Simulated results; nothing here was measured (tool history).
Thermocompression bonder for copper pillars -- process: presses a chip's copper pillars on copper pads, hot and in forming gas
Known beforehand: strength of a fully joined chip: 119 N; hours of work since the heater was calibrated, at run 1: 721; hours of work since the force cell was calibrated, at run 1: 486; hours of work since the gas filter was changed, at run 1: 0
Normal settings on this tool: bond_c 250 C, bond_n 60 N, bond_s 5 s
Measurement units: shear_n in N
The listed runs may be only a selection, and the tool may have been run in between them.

run	hour	bond_c	bond_n	bond_s	hours of work since the heater was calibrated	hours of work since the force cell was calibrated	hours of work since the gas filter was changed	shear_n
1	0	250	60	5	721	486	0	89.9
2	27.3	250	60	5	733	498	12	91
3	76.9	250	53	5	754	519	33	85
4	134.5	250	53	5	779	544	58	82.2
5	185.1	250	41	5	801	566	80	68.2
6	230.1	250	41	5	820	585	99	67.5
7	266.4	250	69	5	836	601	115	94.9
8	311.8	250	69	5	855	621	134	93.8
# hour 330.5: forming gas filter changed
9	337.1	250	69	5	866	631	3	101.5
10	389.3	276	60	5	888	654	25	109.4
11	415.5	276	77	5	900	665	37	113.2
12	440.2	276	77	5	910	676	47	111.9
13	494.3	276	77	5	934	699	71	113.7
14	537.8	250	60	5	952	718	89	91.1
15	582.9	250	60	5	972	737	109	88.5
16	612.2	250	60	5	985	750	121	89.3
17	640	250	60	5	997	762	133	88.7
# hour 661.7: forming gas filter changed
18	664.2	250	60	5	1007	772	1	93.8
19	698.2	250	60	5	1021	787	16	93.6
20	731.5	250	60	5	1036	801	30	92.9
21	756	249	86	5	1046	812	41	105.6
22	786.8	249	85	14	1060	825	54	113.8
23	821.7	249	85	14	1075	840	69	114.5
24	871.2	233	40	14	1096	861	90	75.3
25	895.2	250	58	11	1106	872	101	102.7
26	947.8	272	60	6	1129	894	123	106.7
27	973.2	259	71	7	1140	905	134	107.6
# hour 992.8: forming gas filter changed
28	1015.6	259	71	7	1158	923	10	110.8
29	1050.6	250	36	3	1173	938	25	57.4
30	1085.6	250	36	3	1188	953	40	54.6
31	1141.9	278	43	13	1212	978	64	109.4
32	1173.2	278	43	13	1226	991	78	106.8
33	1215.8	250	84	6	1244	1009	96	106.6
34	1253.3	253	44	5	1260	1026	112	77.3
35	1294.5	228	44	5	1278	1043	130	54.8
# hour 1324.9: forming gas filter changed
36	1349.8	228	44	5	1302	1067	11	59.3
37	1390.6	228	44	5	1319	1084	28	58.6
38	1434.2	233	68	3	1338	1103	47	77
39	1475.2	246	55	6	1356	1121	65	88.9

How the hidden state differs across the entries between the runs, from the last listed run before each to the first after it:
Logged between run 8 and run 9: forming gas filter changed (hour 330.5)
  true temperature of the bond over the reading, C: 6.2 -> 6.3; force that reaches the chip, % of what is set: 103.7 -> 103.8; oxide that the forming gas leaves, % of the face: 6.67 -> 0.71
  measured result minus the result with no hidden state, shear_n: +0.7 -> +6.9 N
Logged between run 17 and run 18: forming gas filter changed (hour 661.7)
  true temperature of the bond over the reading, C: 7.4 -> 7.5; oxide that the forming gas leaves, % of the face: 6.56 -> 0.56
  measured result minus the result with no hidden state, shear_n: +3.2 -> +9 N
Logged between run 27 and run 28: forming gas filter changed (hour 992.8)
  true temperature of the bond over the reading, C: 8.5 -> 8.7; force that reaches the chip, % of what is set: 105.3 -> 105.4; oxide that the forming gas leaves, % of the face: 6.54 -> 1.08
  measured result minus the result with no hidden state, shear_n: -1.1 -> +5.1 N
Logged between run 35 and run 36: forming gas filter changed (hour 1324.9)
  true temperature of the bond over the reading, C: 9.6 -> 9.8; force that reaches the chip, % of what is set: 106 -> 106.1; oxide that the forming gas leaves, % of the face: 6.5 -> 1.18
  measured result minus the result with no hidden state, shear_n: +8.2 -> +11.7 N

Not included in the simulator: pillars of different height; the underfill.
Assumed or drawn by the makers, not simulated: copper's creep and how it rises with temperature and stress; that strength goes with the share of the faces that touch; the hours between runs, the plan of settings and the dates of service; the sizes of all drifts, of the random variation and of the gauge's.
